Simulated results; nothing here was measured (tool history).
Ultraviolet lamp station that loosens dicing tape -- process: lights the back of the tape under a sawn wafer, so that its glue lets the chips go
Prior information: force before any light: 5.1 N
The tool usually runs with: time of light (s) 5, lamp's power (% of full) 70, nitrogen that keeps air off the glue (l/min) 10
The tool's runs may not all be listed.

run,hour,time of light (s),lamp's power (% of full),nitrogen that keeps air off the glue (l/min),force that peels the tape off (N),light that reached the tape (mJ/cm²)
1,0.0,5,70,10,0.688,205
2,16.6,5,70,10,0.718,202
3,29.6,5,70,10,0.734,202
4,38.3,5,70,10,0.722,198
5,54.5,5,70,8,0.815,203
6,62.6,5,70,10,0.716,204
7,72.0,5,70,10,0.714,204
8,81.1,5,70,10,0.727,201
9,93.1,2,76,14,1.948,90
10,109.7,9,67,6,0.354,345
11,127.1,9,67,6,0.361,350
12,141.2,9,67,6,0.347,349
13,157.0,9,67,6,0.342,348
14,168.9,9,94,5,0.208,487
15,182.4,9,65,4,0.509,336

5 options for the next run, each taken on its own from the tool as it stands now. Forecast them:
A,191.6,4,65,4,?,?
B,191.6,3,63,10,?,?
C,191.6,9,97,8,?,?
D,191.6,5,68,12,?,?
E,191.6,3,76,10,?,?

run,force that peels the tape off (N),light that reached the tape (mJ/cm²)
A,1.730,151
B,1.683,108
C,0.161,502
D,0.678,193
E,1.361,131
With no hidden state in the tool, these same runs would have given:
run,force that peels the tape off (N),light that reached the tape (mJ/cm²)
A,1.726,151
B,1.678,108
C,0.161,504
D,0.675,194
E,1.357,132
